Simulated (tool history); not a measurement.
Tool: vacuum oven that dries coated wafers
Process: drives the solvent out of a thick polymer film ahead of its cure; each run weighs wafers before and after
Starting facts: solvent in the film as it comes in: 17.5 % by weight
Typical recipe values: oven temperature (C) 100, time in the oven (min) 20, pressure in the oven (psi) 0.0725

| run | day | oven temperature (C) | time in the oven (min) | pressure in the oven (psi) | solvent left in the film (%) |
|---|---|---|---|---|---|
| 1 | 0 | 100 | 20 | 0.0725 | 2.14 |
| 2 | 1.488 | 100 | 20 | 0.0969 | 2.26 |
| 3 | 3.533 | 115 | 20 | 0.0969 | 0.66 |
| 4 | 6.196 | 100 | 20 | 0.0725 | 2.18 |
| 5 | 7.908 | 100 | 20 | 0.0725 | 2.19 |
| 6 | 10.538 | 100 | 20 | 0.2677 | 2.63 |
| 7 | 13.238 | 100 | 20 | 0.2677 | 2.63 |
| 8 | 15.425 | 100 | 20 | 0.0725 | 2.25 |
| 9 | 16.858 | 100 | 20 | 0.0725 | 2.16 |
| 10 | 18.417 | 100 | 20 | 0.0725 | 2.17 |
| 11 | 20.658 | 100 | 20 | 0.0725 | 2.2 |
| 12 | 22.45 | 101 | 13 | 0.2395 | 4.28 |
| 13 | 25.65 | 101 | 13 | 0.2395 | 4.3 |
| 14 | 28.854 | 95 | 19 | 0.0725 | 3.36 |
| 15 | 30.567 | 95 | 19 | 0.0725 | 3.26 |
| 16 | 32.667 | 95 | 19 | 0.0725 | 3.21 |
|  | 34.35 | oven's thermocouples calibrated |
| 17 | 35.75 | 87 | 22 | 0.1746 | 4.56 |

Forecast each of these 4 alternatives for the next run:
|  | 36.775 | vacuum gauge cleaned of residue and calibrated |
| A | 38.2 | 101 | 10 | 0.1021 | ? |
|  | 36.775 | vacuum gauge cleaned of residue and calibrated |
| B | 38.2 | 87 | 25 | 0.1746 | ? |
|  | 36.775 | vacuum gauge cleaned of residue and calibrated |
| C | 38.2 | 95 | 20 | 0.1909 | ? |
|  | 36.775 | vacuum gauge cleaned of residue and calibrated |
| D | 38.2 | 97 | 20 | 0.0892 | ? |

| run | solvent left in the film (%) |
|---|---|
| A | 5.28 |
| B | 3.9 |
| C | 3.34 |
| D | 2.7 |
Without the tool's hidden state the same runs would have given:
| run | solvent left in the film (%) |
|---|---|
| A | 5.28 |
| B | 3.9 |
| C | 3.34 |
| D | 2.7 |
